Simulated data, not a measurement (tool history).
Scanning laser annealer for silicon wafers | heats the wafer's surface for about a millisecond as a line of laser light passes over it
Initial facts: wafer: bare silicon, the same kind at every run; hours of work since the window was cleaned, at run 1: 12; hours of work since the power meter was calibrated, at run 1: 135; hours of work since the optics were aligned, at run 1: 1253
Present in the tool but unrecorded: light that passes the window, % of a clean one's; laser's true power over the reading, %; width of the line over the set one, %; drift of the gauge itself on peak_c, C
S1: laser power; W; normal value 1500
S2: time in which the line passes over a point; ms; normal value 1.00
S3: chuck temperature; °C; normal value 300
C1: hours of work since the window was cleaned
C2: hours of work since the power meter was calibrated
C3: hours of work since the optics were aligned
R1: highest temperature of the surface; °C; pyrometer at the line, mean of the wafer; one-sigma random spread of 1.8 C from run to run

run 1 hour=0.0 | S1=1500 S2=1.00 S3=300 | C1=12 C2=135 C3=1253 | R1=1020
run 2 hour=9.4 | S1=1500 S2=1.00 S3=300 | C1=16 C2=139 C3=1257 | R1=1024
run 3 hour=16.8 | S1=1500 S2=1.00 S3=300 | C1=19 C2=142 C3=1260 | R1=1020
run 4 hour=22.5 | S1=1500 S2=1.00 S3=325 | C1=22 C2=144 C3=1263 | R1=1048
run 5 hour=32.4 | S1=1500 S2=1.00 S3=325 | C1=26 C2=149 C3=1267 | R1=1047
run 6 hour=44.4 | S1=1500 S2=1.00 S3=325 | C1=31 C2=154 C3=1272 | R1=1045
run 7 hour=57.2 | S1=1500 S2=0.86 S3=300 | C1=37 C2=159 C3=1278 | R1=972
run 8 hour=69.2 | S1=1500 S2=1.00 S3=314 | C1=42 C2=164 C3=1283 | R1=1038
run 9 hour=77.6 | S1=1500 S2=0.98 S3=300 | C1=45 C2=168 C3=1286 | R1=1016
run 10 hour=85.4 | S1=1500 S2=0.98 S3=300 | C1=49 C2=171 C3=1290 | R1=1012
run 11 hour=97.8 | S1=1500 S2=0.98 S3=300 | C1=54 C2=177 C3=1295 | R1=1013
run 12 hour=107.3 | S1=1360 S2=1.00 S3=300 | C1=58 C2=181 C3=1299 | R1=945
run 13 hour=118.9 | S1=1500 S2=1.00 S3=309 | C1=63 C2=186 C3=1304 | R1=1035
run 14 hour=132.5 | S1=1500 S2=1.00 S3=260 | C1=69 C2=191 C3=1310 | R1=980
run 15 hour=141.0 | S1=1500 S2=1.00 S3=260 | C1=72 C2=195 C3=1313 | R1=984
run 16 hour=152.8 | S1=1445 S2=1.00 S3=300 | C1=77 C2=200 C3=1318 | R1=989
run 17 hour=162.1 | S1=1445 S2=1.00 S3=300 | C1=81 C2=204 C3=1322 | R1=994
run 18 hour=168.9 | S1=1339 S2=1.00 S3=300 | C1=84 C2=207 C3=1325 | R1=930
run 19 hour=180.7 | S1=1339 S2=1.00 S3=300 | C1=89 C2=212 C3=1330 | R1=931
run 20 hour=192.5 | S1=1388 S2=1.00 S3=300 | C1=94 C2=217 C3=1335 | R1=955
run 21 hour=205.4 | S1=1500 S2=1.00 S3=300 | C1=100 C2=223 C3=1341 | R1=1022
run 22 hour=219.0 | S1=1500 S2=1.14 S3=260 | C1=106 C2=228 C3=1347 | R1=1035
run 23 hour=231.7 | S1=1386 S2=1.22 S3=276 | C1=111 C2=234 C3=1352 | R1=1004
run 24 hour=238.5 | S1=1331 S2=0.94 S3=276 | C1=114 C2=237 C3=1355 | R1=886
run 25 hour=244.9 | S1=1460 S2=1.23 S3=273 | C1=117 C2=239 C3=1358 | R1=1047
run 26 hour=255.5 | S1=1500 S2=1.00 S3=282 | C1=121 C2=244 C3=1362 | R1=1001
run 27 hour=268.0 | S1=1500 S2=1.00 S3=282 | C1=126 C2=249 C3=1368 | R1=1002
run 28 hour=277.9 | S1=1500 S2=1.00 S3=287 | C1=131 C2=253 C3=1372 | R1=1009
run 29 hour=287.0 | S1=1398 S2=1.22 S3=287 | C1=135 C2=257 C3=1376 | R1=1018
run 30 hour=294.9 | S1=1500 S2=1.00 S3=284 | C1=138 C2=261 C3=1379 | R1=1005
run 31 hour=302.4 | S1=1591 S2=0.76 S3=269 | C1=141 C2=264 C3=1382 | R1=943
run 32 hour=309.7 | S1=1591 S2=0.76 S3=269 | C1=144 C2=267 C3=1385 | R1=944
run 33 hour=316.0 | S1=1514 S2=1.10 S3=291 | C1=147 C2=270 C3=1388 | R1=1056
run 34 hour=323.9 | S1=1279 S2=1.00 S3=305 | C1=150 C2=273 C3=1391 | R1=905
run 35 hour=330.8 | S1=1279 S2=1.00 S3=305 | C1=153 C2=276 C3=1394 | R1=902
run 36 hour=341.5 | S1=1279 S2=1.00 S3=305 | C1=158 C2=281 C3=1399 | R1=905
run 37 hour=354.6 | S1=1275 S2=0.78 S3=305 | C1=163 C2=286 C3=1404 | R1=830
run 38 hour=364.9 | S1=1545 S2=1.00 S3=317 | C1=168 C2=291 C3=1409 | R1=1065
-- hour=373.9 optics aligned, line set to its width
run 39 hour=376.4 | S1=1500 S2=1.00 S3=287 | C1=171 C2=293 C3=1 | R1=1007
run 40 hour=385.4 | S1=1500 S2=0.77 S3=300 | C1=174 C2=297 C3=5 | R1=932
run 41 hour=392.4 | S1=1500 S2=0.77 S3=300 | C1=177 C2=300 C3=8 | R1=935
run 42 hour=403.1 | S1=1500 S2=0.77 S3=300 | C1=182 C2=305 C3=12 | R1=933

Entry by entry between the runs, the difference in hidden state between the last listed run before and the first listed run after:
From run 38 to run 39: optics aligned, line set to its width (hour 373.9)
  width of the line over the set one, %: 0.1 -> 0.02
